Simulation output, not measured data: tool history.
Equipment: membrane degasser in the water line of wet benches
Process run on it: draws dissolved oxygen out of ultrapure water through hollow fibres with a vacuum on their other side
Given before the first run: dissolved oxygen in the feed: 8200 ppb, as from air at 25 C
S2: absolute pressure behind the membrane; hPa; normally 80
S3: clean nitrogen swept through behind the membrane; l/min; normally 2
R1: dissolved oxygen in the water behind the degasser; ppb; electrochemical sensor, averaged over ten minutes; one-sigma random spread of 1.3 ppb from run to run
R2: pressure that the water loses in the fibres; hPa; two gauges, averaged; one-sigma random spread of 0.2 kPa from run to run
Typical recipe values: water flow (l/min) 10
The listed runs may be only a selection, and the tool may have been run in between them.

run 1 hour=0 | water_flow_(l/min)=10 S2=80 S3=2 | R1=122.7 R2=418
run 2 hour=98.5 | water_flow_(l/min)=10 S2=80 S3=2 | R1=122.6 R2=422.7
run 3 hour=292.3 | water_flow_(l/min)=10 S2=86.8 S3=2 | R1=129.2 R2=421.9
run 4 hour=394 | water_flow_(l/min)=10 S2=86.8 S3=2 | R1=132.2 R2=422.1
run 5 hour=487.3 | water_flow_(l/min)=10 S2=80 S3=2 | R1=123.6 R2=422.7
run 6 hour=569.1 | water_flow_(l/min)=10 S2=80 S3=2 | R1=123.5 R2=425.4
run 7 hour=743.6 | water_flow_(l/min)=10 S2=80 S3=2 | R1=120.2 R2=427.4
run 8 hour=824.2 | water_flow_(l/min)=10 S2=80 S3=2 | R1=121.2 R2=425.5
run 9 hour=949.7 | water_flow_(l/min)=10 S2=80 S3=2 | R1=122.9 R2=426.4
run 10 hour=1110.3 | water_flow_(l/min)=10 S2=80 S3=2 | R1=121.8 R2=426.6
run 11 hour=1201.7 | water_flow_(l/min)=10 S2=80 S3=3 | R1=102.2 R2=425.1
run 12 hour=1281.6 | water_flow_(l/min)=10 S2=80 S3=3 | R1=101.5 R2=429.8
run 13 hour=1462.6 | water_flow_(l/min)=10 S2=80 S3=3.35 | R1=99.9 R2=426.8
run 14 hour=1583.5 | water_flow_(l/min)=10 S2=80 S3=3.35 | R1=98.8 R2=430.9
run 15 hour=1682.9 | water_flow_(l/min)=10 S2=80 S3=3.35 | R1=99.9 R2=431.4
run 16 hour=1794.4 | water_flow_(l/min)=10 S2=112.8 S3=3.35 | R1=122 R2=432.7
-- hour=1938.8 gauge calibrated
run 17 hour=1979.1 | water_flow_(l/min)=10 S2=132.3 S3=3.35 | R1=140.1 R2=420.9
run 18 hour=2134.7 | water_flow_(l/min)=10 S2=132.3 S3=3.35 | R1=135.9 R2=424
run 19 hour=2321.3 | water_flow_(l/min)=10 S2=132.3 S3=3.35 | R1=137.3 R2=421.7
run 20 hour=2487.4 | water_flow_(l/min)=10 S2=95.2 S3=2 | R1=141.9 R2=420.4
run 21 hour=2598.2 | water_flow_(l/min)=10 S2=95.2 S3=2 | R1=143.1 R2=424.7
run 22 hour=2708.4 | water_flow_(l/min)=8 S2=83.3 S3=3.73 | R1=74.2 R2=341.9
run 23 hour=2821.1 | water_flow_(l/min)=8 S2=180.5 S3=2 | R1=186.1 R2=338
run 24 hour=3006.5 | water_flow_(l/min)=10 S2=135.7 S3=2 | R1=188.4 R2=423.9
run 25 hour=3198.4 | water_flow_(l/min)=10 S2=197.4 S3=2 | R1=254.1 R2=429.2
run 26 hour=3372.8 | water_flow_(l/min)=10 S2=197.4 S3=2 | R1=256.7 R2=428.8
run 27 hour=3514.8 | water_flow_(l/min)=10 S2=50.1 S3=2 | R1=86.2 R2=431.8
run 28 hour=3592.7 | water_flow_(l/min)=10 S2=50.1 S3=2 | R1=85.6 R2=428.4
run 29 hour=3767 | water_flow_(l/min)=8 S2=80 S3=4.68 | R1=66.2 R2=345.5
run 30 hour=3911.2 | water_flow_(l/min)=8 S2=80 S3=4.68 | R1=66.6 R2=343.1
run 31 hour=4054.4 | water_flow_(l/min)=10 S2=84.8 S3=2 | R1=130.3 R2=434.4
run 32 hour=4190.2 | water_flow_(l/min)=12 S2=80 S3=2.24 | R1=143.6 R2=524.9
run 33 hour=4273.8 | water_flow_(l/min)=8 S2=124.9 S3=0.86 | R1=243.6 R2=347.2

For some of the steps in R2 from one run to the next: how much would appear even if the tool had no hidden state, given the settings, what came in and random variation, and how much remains for the hidden state plus any gauge scatter that the measured result and the result without hidden state don't share?
What the log doesn't record here: membrane still open, %; true pressure behind the membrane over the reading, kPa; air that leaks in behind the membrane, l/min; drift of the gauge itself on oxygen_ppb, %; drift of the gauge itself on loss_of_pressure_kpa, %.
Run 16 -> 17: S2 112.8 -> 132.3, gauge calibrated. R2 -11.8 hPa: hidden state -11.3, all else -0.5.
Run 30 -> 31: water flow (l/min) 8 -> 10, S2 80 -> 84.8, S3 4.68 -> 2. R2 +91.3 hPa: hidden state +3.6, all else +87.7.
Run 31 -> 32: water flow (l/min) 10 -> 12, S2 84.8 -> 80, S3 2 -> 2.24. R2 +90.5 hPa: hidden state +3.9, all else +86.6.
Run 32 -> 33: water flow (l/min) 12 -> 8, S2 80 -> 124.9, S3 2.24 -> 0.86. R2 -177.7 hPa: hidden state -5.5, all else -172.2.
